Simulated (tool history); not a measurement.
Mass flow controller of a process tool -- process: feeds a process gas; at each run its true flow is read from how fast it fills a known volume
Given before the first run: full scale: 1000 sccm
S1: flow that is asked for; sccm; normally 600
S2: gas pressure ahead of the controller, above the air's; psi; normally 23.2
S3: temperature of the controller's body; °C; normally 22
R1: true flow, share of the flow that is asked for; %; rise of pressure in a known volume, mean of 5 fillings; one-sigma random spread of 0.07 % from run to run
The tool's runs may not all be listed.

Run 1, day 0: usual settings. Result: R1 99.27 %.
Run 2, day 6.65: usual settings. Result: R1 99.21 %.
Run 3, day 15.388: usual settings. Result: R1 99.15 %.
Run 4, day 25.212: usual settings. Result: R1 99.28 %.
Run 5, day 36.512: usual settings. Result: R1 99.17 %.
Run 6, day 46.558: usual settings. Result: R1 99.23 %.
Run 7, day 54.775: usual settings. Result: R1 99.26 %.
Run 8, day 65.183: usual settings. Result: R1 99.2 %.
Run 9, day 71.321: usual settings. Result: R1 99.05 %.
Run 10, day 76.642: usual settings. Result: R1 99.03 %.
Run 11, day 88.446: usual settings. Result: R1 99.24 %.
Run 12, day 100.704: usual settings. Result: R1 99.29 %.
Run 13, day 112.696: usual settings. Result: R1 99.13 %.
Run 14, day 124.7: usual settings. Result: R1 99.01 %.
Run 15, day 134.042: usual settings. Result: R1 99.11 %.
Run 16, day 140.975: usual settings. Result: R1 99.09 %.
Run 17, day 150.642: usual settings. Result: R1 99.12 %.
Run 18, day 157.208: usual settings. Result: R1 99.22 %.
Run 19, day 164.992: usual settings but S2 23.5 psi. Result: R1 99.19 %.
Run 20, day 173.179: usual settings. Result: R1 99.07 %.
Run 21, day 180.004: usual settings but S1 858 sccm, S2 30.5 psi, S3 38 °C. Result: R1 99.03 %.
Run 22, day 188.746: usual settings but S1 355 sccm, S2 29.3 psi, S3 23 °C. Result: R1 99.24 %.
Run 23, day 194.212: usual settings but S1 355 sccm, S2 29.3 psi, S3 23 °C. Result: R1 99.2 %.
Run 24, day 200.992: usual settings but S1 365 sccm, S2 39 psi, S3 23 °C. Result: R1 99.74 %.
Run 25, day 208.471: usual settings but S1 365 sccm, S2 39 psi, S3 23 °C. Result: R1 99.7 %.
Run 26, day 213.854: usual settings but S1 365 sccm, S2 39 psi, S3 23 °C. Result: R1 99.82 %.
Run 27, day 225.258: usual settings but S1 365 sccm, S2 39 psi, S3 23 °C. Result: R1 99.78 %.
Run 28, day 237.112: usual settings but S1 365 sccm, S2 39 psi, S3 23 °C. Result: R1 99.83 %.
Run 29, day 248.308: usual settings but S1 144 sccm, S2 20.5 psi, S3 25 °C. Result: R1 99.44 %.
Run 30, day 256.179: usual settings but S1 144 sccm, S2 20.5 psi, S3 25 °C. Result: R1 99.36 %.
Run 31, day 266.762: usual settings but S1 357 sccm, S2 28.9 psi, S3 40 °C. Result: R1 98.6 %.
Run 32, day 278.783: usual settings but S1 357 sccm, S2 28.9 psi, S3 40 °C. Result: R1 98.48 %.
Run 33, day 289.154: usual settings but S1 357 sccm, S2 28.9 psi, S3 40 °C. Result: R1 98.59 %.
Run 34, day 295.204: usual settings but S2 33.1 psi, S3 20 °C. Result: R1 99.55 %.
Run 35, day 302.833: usual settings but S1 531 sccm, S2 32.8 psi, S3 21 °C. Result: R1 99.47 %.
Run 36, day 311.458: usual settings but S1 147 sccm, S2 22.8 psi, S3 27 °C. Result: R1 99.66 %.
Run 37, day 316.854: usual settings but S1 433 sccm, S3 29 °C. Result: R1 98.57 %.
Run 38, day 324.658: usual settings but S2 37.6 psi, S3 23 °C. Result: R1 99.7 %.
Run 39, day 331.121: usual settings but S2 37.6 psi, S3 23 °C. Result: R1 99.81 %.
At day 337.804: controller's zero set anew.
Run 40, day 339.783: usual settings but S1 335 sccm, S2 25.1 psi, S3 33 °C. Result: R1 97.91 %.

How would selected steps in R1 from run to run divide? Give the signed amount a tool lacking its hidden state would still show from settings, what came in and random variation, and the signed amount left for the hidden state, including any gauge scatter that is not in both of the compared results.
Unlogged tool condition in this case: flow at rest that the sensor doesn't see, % of full scale; true flow over the shown one, %; drift of the gauge itself on true_pct, %.
Run 28 -> 29: S1 365 -> 144, S2 39 -> 20.5, S3 23 -> 25. R1 -0.39 %: hidden state +1.11, all else -1.5.
Run 35 -> 36: S1 531 -> 147, S2 32.8 -> 22.8, S3 21 -> 27. R1 +0.19 %: hidden state +1.48, all else -1.29.
Run 36 -> 37: S1 147 -> 433, S2 22.8 -> 23.2, S3 27 -> 29. R1 -1.09 %: hidden state -1.36, all else +0.27.
Run 37 -> 38: S1 433 -> 600, S2 23.2 -> 37.6, S3 29 -> 23. R1 +1.13 %: hidden state -0.2, all else +1.33.
Run 39 -> 40: S1 600 -> 335, S2 37.6 -> 25.1, S3 23 -> 33, controller's zero set anew. R1 -1.9 %: hidden state -0.44, all else -1.46.
